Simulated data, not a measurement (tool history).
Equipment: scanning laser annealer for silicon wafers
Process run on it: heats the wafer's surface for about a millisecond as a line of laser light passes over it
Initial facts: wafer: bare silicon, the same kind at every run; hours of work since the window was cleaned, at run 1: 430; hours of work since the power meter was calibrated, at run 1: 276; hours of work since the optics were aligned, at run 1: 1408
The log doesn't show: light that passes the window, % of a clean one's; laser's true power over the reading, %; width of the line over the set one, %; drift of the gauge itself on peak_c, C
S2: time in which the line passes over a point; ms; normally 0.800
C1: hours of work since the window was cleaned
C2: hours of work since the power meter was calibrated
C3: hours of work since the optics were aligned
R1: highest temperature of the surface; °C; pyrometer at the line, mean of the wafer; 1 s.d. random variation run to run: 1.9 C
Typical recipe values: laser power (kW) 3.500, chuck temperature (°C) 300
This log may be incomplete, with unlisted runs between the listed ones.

run 1 hour=0.0 | laser_power_(kW)=3.500 S2=0.800 chuck_temperature_(°C)=300 | C1=430 C2=276 C3=1408 | R1=1083
-- hour=10.3 window over the wafer cleaned
run 2 hour=19.6 | laser_power_(kW)=3.500 S2=0.800 chuck_temperature_(°C)=300 | C1=7 C2=289 C3=1421 | R1=1133
run 3 hour=41.4 | laser_power_(kW)=3.500 S2=0.800 chuck_temperature_(°C)=300 | C1=23 C2=305 C3=1437 | R1=1127
run 4 hour=62.2 | laser_power_(kW)=3.500 S2=0.587 chuck_temperature_(°C)=300 | C1=38 C2=321 C3=1452 | R1=992
run 5 hour=80.5 | laser_power_(kW)=3.500 S2=0.800 chuck_temperature_(°C)=300 | C1=52 C2=334 C3=1466 | R1=1123
run 6 hour=95.9 | laser_power_(kW)=3.500 S2=0.907 chuck_temperature_(°C)=300 | C1=63 C2=346 C3=1477 | R1=1182
run 7 hour=110.2 | laser_power_(kW)=3.500 S2=0.800 chuck_temperature_(°C)=300 | C1=74 C2=356 C3=1488 | R1=1120
run 8 hour=122.6 | laser_power_(kW)=3.500 S2=0.800 chuck_temperature_(°C)=300 | C1=83 C2=365 C3=1497 | R1=1122
run 9 hour=133.5 | laser_power_(kW)=3.500 S2=0.800 chuck_temperature_(°C)=300 | C1=91 C2=373 C3=1505 | R1=1118
run 10 hour=154.3 | laser_power_(kW)=3.647 S2=0.813 chuck_temperature_(°C)=263 | C1=106 C2=389 C3=1520 | R1=1123
run 11 hour=172.5 | laser_power_(kW)=3.578 S2=0.672 chuck_temperature_(°C)=295 | C1=120 C2=402 C3=1534 | R1=1053
run 12 hour=190.6 | laser_power_(kW)=3.500 S2=0.756 chuck_temperature_(°C)=319 | C1=133 C2=415 C3=1547 | R1=1108
run 13 hour=212.3 | laser_power_(kW)=3.500 S2=0.633 chuck_temperature_(°C)=311 | C1=149 C2=431 C3=1563 | R1=1022
run 14 hour=225.9 | laser_power_(kW)=3.612 S2=0.938 chuck_temperature_(°C)=298 | C1=159 C2=442 C3=1573 | R1=1219
-- hour=237.1 optics aligned, line set to its width
run 15 hour=243.7 | laser_power_(kW)=3.515 S2=0.646 chuck_temperature_(°C)=301 | C1=169 C2=451 C3=5 | R1=1035

Table of differences, measured result less the result of that run with no hidden state. Run-to-run variation is the same in both. Gauge scatter possibly is not:
run=1 R1=-58
run=2 R1=-14
run=3 R1=-16
run=4 R1=-15
run=5 R1=-19
run=6 R1=-21
run=7 R1=-22
run=8 R1=-22
run=9 R1=-23
run=10 R1=-27
run=11 R1=-25
run=12 R1=-27
run=13 R1=-26
run=14 R1=-35
run=15 R1=-17

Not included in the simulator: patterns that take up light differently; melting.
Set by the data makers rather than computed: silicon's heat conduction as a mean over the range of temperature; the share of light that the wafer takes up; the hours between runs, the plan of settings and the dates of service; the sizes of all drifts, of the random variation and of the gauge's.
